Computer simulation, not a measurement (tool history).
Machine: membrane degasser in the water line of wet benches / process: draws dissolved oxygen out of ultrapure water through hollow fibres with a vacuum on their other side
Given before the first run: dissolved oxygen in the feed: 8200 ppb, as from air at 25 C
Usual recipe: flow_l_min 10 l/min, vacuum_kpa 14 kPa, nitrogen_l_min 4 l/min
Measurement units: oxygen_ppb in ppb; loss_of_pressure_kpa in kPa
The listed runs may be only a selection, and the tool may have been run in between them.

| run | hour | flow_l_min | vacuum_kpa | nitrogen_l_min | oxygen_ppb | loss_of_pressure_kpa |
|---|---|---|---|---|---|---|
| 1 | 0 | 10 | 14 | 4 | 251.7 | 50.08 |
| 2 | 56.9 | 10 | 14 | 4 | 250.4 | 50.29 |
| 3 | 125.6 | 10 | 14 | 4 | 248 | 49.93 |
| 4 | 188 | 10 | 14 | 4 | 253 | 49.87 |
| 5 | 240.4 | 10 | 14 | 4 | 252.5 | 50.18 |
| 6 | 279.3 | 10 | 14 | 4 | 248.7 | 50.1 |
| 7 | 315.7 | 10 | 14 | 5.17 | 236 | 49.79 |
| 8 | 356.5 | 10 | 14 | 5.17 | 238.9 | 50.22 |
| 9 | 431.3 | 10 | 14 | 5.17 | 239.5 | 50.2 |
| 10 | 508.8 | 10 | 14 | 5.17 | 239.2 | 50 |
|  | 530.3 | seals of the vacuum lines changed |
| 11 | 551.6 | 7 | 14 | 4 | 118.4 | 34.94 |
| 12 | 604.1 | 7 | 14 | 4 | 120.2 | 34.93 |
| 13 | 670.2 | 7 | 14 | 4 | 117.4 | 35.26 |
| 14 | 737.9 | 10 | 14 | 4 | 248.4 | 50.1 |
| 15 | 808.6 | 10 | 14 | 4 | 249.4 | 49.99 |
| 16 | 867.3 | 10 | 14 | 4 | 249.2 | 50.02 |
| 17 | 941.4 | 15 | 12.6 | 2.74 | 541 | 75.05 |
| 18 | 990 | 10 | 23.9 | 3.79 | 315.1 | 50.31 |
| 19 | 1029.3 | 10 | 23.9 | 3.79 | 314.6 | 50.07 |
| 20 | 1089 | 8 | 32.3 | 2.16 | 363.3 | 39.97 |
| 21 | 1136.2 | 8 | 32.3 | 8.51 | 176.1 | 40.07 |
| 22 | 1199.1 | 8 | 32.3 | 8.51 | 174.6 | 40.17 |
| 23 | 1258.5 | 7 | 32.3 | 8.51 | 131.4 | 35.15 |
| 24 | 1297.9 | 7 | 32.3 | 8.51 | 132.7 | 35.05 |

Run 25 has not been measured yet. What should we expect?
| 25 | 1362.9 | 11 | 32.3 | 5.24 | ? | ? |

{"run 25": {"oxygen_ppb": 371.2, "loss_of_pressure_kpa": 55.04}}
Take away the tool's hidden state, keep the run-to-run variation as it was, and the same run would have given oxygen_ppb 358.7 ppb, loss_of_pressure_kpa 54.23 kPa.
